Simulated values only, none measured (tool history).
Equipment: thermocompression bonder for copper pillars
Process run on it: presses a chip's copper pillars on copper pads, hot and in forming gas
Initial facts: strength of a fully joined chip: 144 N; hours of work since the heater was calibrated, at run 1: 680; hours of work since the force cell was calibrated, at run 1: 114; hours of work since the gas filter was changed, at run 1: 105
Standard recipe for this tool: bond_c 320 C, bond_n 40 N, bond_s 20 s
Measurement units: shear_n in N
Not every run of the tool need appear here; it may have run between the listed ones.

| run | hour | bond_c | bond_n | bond_s | hours of work since the heater was calibrated | hours of work since the force cell was calibrated | hours of work since the gas filter was changed | shear_n |
|---|---|---|---|---|---|---|---|---|
| 1 | 0.0 | 320 | 40 | 20 | 680 | 114 | 105 | 67.6 |
| 2 | 9.0 | 320 | 40 | 20 | 684 | 118 | 108 | 67.5 |
| 3 | 16.4 | 320 | 55 | 20 | 687 | 121 | 111 | 88.2 |
| 4 | 22.9 | 320 | 40 | 10 | 689 | 123 | 114 | 52.0 |
| 5 | 33.9 | 320 | 40 | 10 | 694 | 128 | 119 | 52.9 |
| 6 | 44.1 | 320 | 40 | 11 | 698 | 132 | 123 | 55.7 |
|  | 46.4 | force cell calibrated |
| 7 | 57.0 | 320 | 40 | 11 | 703 | 4 | 128 | 55.9 |
| 8 | 62.0 | 320 | 40 | 20 | 705 | 7 | 130 | 70.5 |
|  | 71.9 | force cell calibrated, once more |
| 9 | 72.1 | 325 | 40 | 20 | 709 | 0 | 133 | 71.7 |
| 10 | 78.3 | 320 | 40 | 20 | 711 | 3 | 136 | 68.2 |
| 11 | 89.5 | 320 | 40 | 20 | 716 | 7 | 140 | 69.2 |
| 12 | 98.1 | 314 | 51 | 12 | 719 | 11 | 144 | 65.2 |
| 13 | 106.1 | 314 | 51 | 12 | 723 | 14 | 147 | 65.9 |
| 14 | 111.7 | 317 | 34 | 22 | 725 | 17 | 150 | 59.9 |
| 15 | 123.7 | 317 | 41 | 22 | 730 | 22 | 155 | 69.6 |
| 16 | 133.1 | 310 | 39 | 18 | 734 | 25 | 159 | 56.5 |

For run 17, what comes out?
| 17 | 144.8 | 336 | 40 | 13 | 739 | 30 | 163 | ? |

shear_n: 70.0 N
With no hidden state in the tool, this same run would have given shear_n 65.8 N.

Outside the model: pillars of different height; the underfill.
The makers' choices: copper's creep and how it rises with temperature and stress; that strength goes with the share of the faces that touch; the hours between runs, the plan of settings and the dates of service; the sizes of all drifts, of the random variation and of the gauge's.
